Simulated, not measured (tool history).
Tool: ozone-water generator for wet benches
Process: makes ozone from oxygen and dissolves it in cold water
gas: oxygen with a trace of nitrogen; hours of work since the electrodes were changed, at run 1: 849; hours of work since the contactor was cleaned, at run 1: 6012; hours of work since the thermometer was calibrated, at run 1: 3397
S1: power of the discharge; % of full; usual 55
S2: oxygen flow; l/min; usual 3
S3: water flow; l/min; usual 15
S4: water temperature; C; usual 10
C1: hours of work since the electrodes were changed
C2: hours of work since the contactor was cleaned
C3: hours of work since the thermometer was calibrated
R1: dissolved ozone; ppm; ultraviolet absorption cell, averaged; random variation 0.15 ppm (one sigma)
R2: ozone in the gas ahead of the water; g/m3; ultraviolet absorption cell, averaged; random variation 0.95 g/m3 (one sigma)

Run 1, day 0: usual settings; C1 849; C2 6012; C3 3397. Result: R1 17.2 ppm, R2 160.4 g/m3.
Run 2, day 1.579: usual settings; C1 881; C2 6044; C3 3429. Result: R1 17 ppm, R2 160.4 g/m3.
Run 3, day 2.879: usual settings; C1 908; C2 6070; C3 3456. Result: R1 17.1 ppm, R2 161.4 g/m3.
At day 4.738: water thermometer calibrated.
Run 4, day 5.138: usual settings; C1 953; C2 6116; C3 8. Result: R1 17.3 ppm, R2 160.4 g/m3.
Run 5, day 7.196: usual settings; C1 995; C2 6158; C3 50. Result: R1 17.2 ppm, R2 159.7 g/m3.
Run 6, day 9.025: usual settings; C1 1033; C2 6195; C3 88. Result: R1 17.2 ppm, R2 160.3 g/m3.
Run 7, day 11.075: usual settings; C1 1075; C2 6237; C3 129. Result: R1 17.2 ppm, R2 160.3 g/m3.
Run 8, day 13.283: usual settings but S2 4.11 l/min; C1 1120; C2 6282; C3 175. Result: R1 17.8 ppm, R2 136.5 g/m3.
Run 9, day 14.508: usual settings but S2 4.11 l/min; C1 1145; C2 6307; C3 200. Result: R1 17.5 ppm, R2 134.4 g/m3.
Run 10, day 16.408: usual settings but S2 4.11 l/min; C1 1184; C2 6346; C3 238. Result: R1 17.8 ppm, R2 136.3 g/m3.
Run 11, day 18.083: usual settings but S1 93 % of full; C1 1218; C2 6380; C3 273. Result: R1 27.3 ppm, R2 259.2 g/m3.
Run 12, day 20.471: usual settings but S1 93 % of full; C1 1266; C2 6429; C3 321. Result: R1 27.2 ppm, R2 258.1 g/m3.
Run 13, day 22.588: usual settings but S1 93 % of full; C1 1310; C2 6472; C3 364. Result: R1 27.4 ppm, R2 259.1 g/m3.
Run 14, day 24.512: usual settings; C1 1349; C2 6512; C3 404. Result: R1 17 ppm, R2 160.3 g/m3.
Run 15, day 25.838: usual settings but S1 84 % of full, S2 2.31 l/min, S3 16 l/min, S4 7 C; C1 1376; C2 6539; C3 431. Result: R1 22.3 ppm, R2 268.4 g/m3.
Run 16, day 27.496: usual settings but S1 53 % of full, S2 3.09 l/min, S3 16 l/min, S4 6 C; C1 1410; C2 6573; C3 465. Result: R1 15.9 ppm, R2 152.2 g/m3.
Run 17, day 29.854: usual settings but S3 19 l/min, S4 18 C; C1 1458; C2 6621; C3 513. Result: R1 12.5 ppm, R2 159.8 g/m3.
Run 18, day 31.546: usual settings but S1 58 % of full, S3 11 l/min; C1 1493; C2 6655; C3 547. Result: R1 22.9 ppm, R2 168.1 g/m3.
Run 19, day 32.896: usual settings but S2 5.3 l/min, S3 19 l/min; C1 1520; C2 6683; C3 575. Result: R1 14.6 ppm, R2 118.2 g/m3.
Run 20, day 34.654: usual settings but S1 70 % of full, S2 4.35 l/min, S3 14 l/min; C1 1556; C2 6719; C3 611. Result: R1 23.3 ppm, R2 162.6 g/m3.
Run 21, day 37.008: usual settings but S1 40 % of full, S4 14 C; C1 1604; C2 6767; C3 659. Result: R1 12 ppm, R2 120.1 g/m3.
Run 22, day 39.471: usual settings but S1 40 % of full, S2 3.97 l/min, S4 14 C; C1 1654; C2 6817; C3 709. Result: R1 12.5 ppm, R2 101.4 g/m3.
Run 23, day 41.8: usual settings but S1 77 % of full, S2 4.02 l/min, S3 10 l/min, S4 6 C; C1 1702; C2 6865; C3 757. Result: R1 34.2 ppm, R2 185.5 g/m3.
Run 24, day 42.971: usual settings but S1 77 % of full, S2 4.02 l/min, S3 10 l/min, S4 6 C; C1 1726; C2 6888; C3 781. Result: R1 34.4 ppm, R2 186 g/m3.
Run 25, day 45.162: usual settings but S1 88 % of full, S3 9 l/min; C1 1771; C2 6933; C3 825. Result: R1 39.1 ppm, R2 241 g/m3.
Run 26, day 47.454: usual settings but S1 70 % of full, S4 14 C; C1 1817; C2 6980; C3 872. Result: R1 20 ppm, R2 196.4 g/m3.
Run 27, day 49.817: usual settings but S1 70 % of full, S2 2.53 l/min, S4 15 C; C1 1866; C2 7028; C3 920. Result: R1 18.8 ppm, R2 214.9 g/m3.

4 ways to go on from here, each from the tool as it stands after run 27. What would each give?
Run A, day 51.375: usual settings but S1 62 % of full, S2 2.89 l/min; C1 1897; C2 7060; C3 952. Result: R1 ?, R2 ?.
Run B, day 51.375: usual settings but S1 43 % of full, S3 12 l/min; C1 1897; C2 7060; C3 952. Result: R1 ?, R2 ?.
Run C, day 51.375: usual settings but S3 19 l/min; C1 1897; C2 7060; C3 952. Result: R1 ?, R2 ?.
Run D, day 51.375: usual settings but S1 70 % of full, S2 3.1 l/min, S3 14 l/min, S4 11 C; C1 1897; C2 7060; C3 952. Result: R1 ?, R2 ?.

run    R1     R2
  A  18.6  176.4
  B  16.1  125.3
  C  13.1  156.9
  D  21.8  190.3
Without the tool's hidden state the same runs would have given:
run    R1     R2
  A  20.4  181.8
  B  17.3  127.7
  C  14.5  161.1
  D  23.9  196.8
